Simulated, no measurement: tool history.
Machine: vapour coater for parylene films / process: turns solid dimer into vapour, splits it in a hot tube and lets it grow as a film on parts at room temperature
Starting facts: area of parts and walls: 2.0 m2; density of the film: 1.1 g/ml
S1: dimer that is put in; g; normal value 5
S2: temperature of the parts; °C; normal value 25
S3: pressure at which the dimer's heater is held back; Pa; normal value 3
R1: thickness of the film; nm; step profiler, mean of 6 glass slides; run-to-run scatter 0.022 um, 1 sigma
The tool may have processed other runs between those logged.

| run | hour | S1 | S2 | S3 | R1 |
|---|---|---|---|---|---|
| 1 | 0 | 5 | 25 | 3 | 1250 |
| 2 | 50.9 | 5 | 25 | 9.71 | 940 |
|  | 59.5 | trap's valve overhauled |
| 3 | 113 | 5 | 25 | 9.45 | 1070 |
| 4 | 149.5 | 5 | 25 | 9.45 | 1040 |
| 5 | 184.7 | 2 | 25 | 3 | 540 |
| 6 | 228.6 | 5 | 25 | 3 | 1410 |
| 7 | 272.9 | 5 | 25 | 3 | 1370 |
| 8 | 307.5 | 5 | 25 | 3 | 1410 |
| 9 | 351 | 3 | 29 | 3 | 680 |
| 10 | 400.3 | 3 | 29 | 3 | 690 |
| 11 | 465.5 | 3 | 29 | 3 | 700 |
| 12 | 527.5 | 2 | 28 | 2.21 | 520 |
| 13 | 579.9 | 2 | 28 | 2.21 | 500 |

Difference, measured minus no-hidden-state, one row per run. Run-to-run variation is common to both terms; the gauge's own scatter need not be:
The hidden state here: vapour lost through the trap's worn valve, %; true temperature of the parts over the reading, C; drift of the gauge itself on film_um, %.
| run | R1 |
|---|---|
| 1 | -150 |
| 2 | -110 |
| 3 | +10 |
| 4 | +0 |
| 5 | +0 |
| 6 | -20 |
| 7 | -20 |
| 8 | -30 |
| 9 | -20 |
| 10 | -20 |
| 11 | -30 |
| 12 | -20 |
| 13 | -30 |
